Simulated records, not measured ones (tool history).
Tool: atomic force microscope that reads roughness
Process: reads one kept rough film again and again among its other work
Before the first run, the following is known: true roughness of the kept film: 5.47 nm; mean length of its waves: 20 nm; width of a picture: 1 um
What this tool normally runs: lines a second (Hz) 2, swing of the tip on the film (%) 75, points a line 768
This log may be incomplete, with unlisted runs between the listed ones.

run	hour	lines a second (Hz)	swing of the tip on the film (%)	points a line	roughness of the kept film (nm (root mean square))
1	0	2	75	768	2.988
2	7.8	2	75	768	2.918
3	16	2	75	768	2.864
4	32.4	2	69	768	2.791
5	49.9	2	75	768	2.625
6	65.9	2	75	768	2.564
7	73.6	2	75	768	2.527
8	87.6	2	75	768	2.467
9	98.6	2	75	768	2.393
# hour 105.3: new tip fitted
10	111.5	2	75	768	3.615
11	123.7	2	75	768	3.514
12	134.7	2	75	768	3.416
13	146.6	2	75	744	3.293
14	160.9	2	75	744	3.197
15	169.7	2.63	75	768	3.056
16	180	2.63	75	768	2.986
17	188.3	2.63	75	768	2.911
18	202.3	2.63	75	768	2.824
19	219.6	2.63	75	768	2.727
20	227.7	2	85	768	2.633
21	242.4	2	75	768	2.637
22	253.9	2	75	768	2.541
23	270.2	2	75	768	2.449
24	284.7	0.51	75	768	2.507
25	298.9	0.51	75	768	2.437
# hour 302.6: new tip fitted
26	314.2	0.51	75	768	3.618
27	327.5	2	75	350	3.302
28	335	1.53	74	916	3.328
29	349.1	2.18	75	979	3.164
30	362.2	2.18	75	979	3.049
31	371.6	0.81	76	507	3.076
32	381.6	2	75	392	2.858
33	393	2	79	743	2.786
34	405.3	2	68	768	2.817
35	415.3	3.15	60	768	2.758
36	431.4	3.15	60	768	2.653
37	438.5	0.56	77	768	2.657
38	454.4	0.68	69	508	2.577
39	468.3	0.68	69	508	2.497
40	482.8	2.23	69	499	2.332
41	497.6	0.68	64	428	2.384
# hour 500.3: new tip fitted
42	514.3	0.68	64	428	3.619
43	521.6	2.17	56	768	3.548
44	538.7	1.78	70	643	3.32
45	547.8	1.78	70	643	3.275
46	559.3	1.78	70	643	3.126
47	568.6	1.78	70	643	3.053
48	583.2	3.88	75	768	2.77
49	596.8	3.88	75	768	2.704
50	608.9	0.95	75	463	2.802
51	622.3	0.87	82	675	2.725
52	630.2	0.87	82	675	2.666
53	642	0.52	60	278	2.615

Consider 3 possible next runs. They are alternatives, not a sequence: every one starts from the tool as it was left by run 53. What does each give?
A	651.3	0.52	59	278	?
B	651.3	0.96	68	406	?
C	651.3	0.82	80	407	?

run	roughness of the kept film (nm (root mean square))
A	2.563
B	2.587
C	2.562
The same runs, with their run-to-run variation unchanged, on a tool lacking any hidden condition would have given:
run	roughness of the kept film (nm (root mean square))
A	3.812
B	3.846
C	3.812
